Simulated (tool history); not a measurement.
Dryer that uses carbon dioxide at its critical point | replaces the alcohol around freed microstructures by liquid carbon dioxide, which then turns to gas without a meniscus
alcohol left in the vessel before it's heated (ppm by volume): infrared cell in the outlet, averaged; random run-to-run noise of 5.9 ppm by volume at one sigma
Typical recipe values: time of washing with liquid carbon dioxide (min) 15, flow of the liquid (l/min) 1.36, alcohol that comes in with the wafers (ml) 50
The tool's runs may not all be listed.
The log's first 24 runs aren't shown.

run	hour	time of washing with liquid carbon dioxide (min)	flow of the liquid (l/min)	alcohol that comes in with the wafers (ml)	hours of work since the filter was changed	hours of work since the purifier's bed was changed	alcohol left in the vessel before it's heated (ppm by volume)
25	181.0	15	1.04	50	49	145	602
26	187.4	15	1.04	103	53	149	1231
27	194.7	23	1.36	50	59	155	54
28	199.2	15	1.12	50	62	158	496
29	206.4	15	2.30	75	68	164	54
30	212.4	11	1.19	44	72	168	917
31	220.1	10	0.96	52	78	174	2058
32	226.5	10	0.96	52	83	179	2088
33	232.2	10	0.96	52	87	183	2036
34	240.2	15	1.36	63	93	190	377
35	245.9	20	0.97	80	98	194	539
36	250.8	15	0.83	50	101	198	1193
37	257.3	9	1.93	88	106	203	938
38	262.1	17	1.20	50	110	206	308
39	268.3	17	1.20	50	115	211	303
40	275.4	16	1.36	50	120	216	264
41	282.6	10	1.93	76	126	222	633
42	291.8	10	1.93	76	133	229	622

3 ways to go on from here, each from the tool as it stands after run 42. What would each give?
A	301.5	14	1.36	50	140	236	?
B	301.5	18	1.93	76	140	236	?
C	301.5	20	1.82	76	140	236	?

run	alcohol left in the vessel before it's heated (ppm by volume)
A	426
B	65
C	61
Without the tool's hidden state the same runs would have given:
run	alcohol left in the vessel before it's heated (ppm by volume)
A	269
B	22
C	22

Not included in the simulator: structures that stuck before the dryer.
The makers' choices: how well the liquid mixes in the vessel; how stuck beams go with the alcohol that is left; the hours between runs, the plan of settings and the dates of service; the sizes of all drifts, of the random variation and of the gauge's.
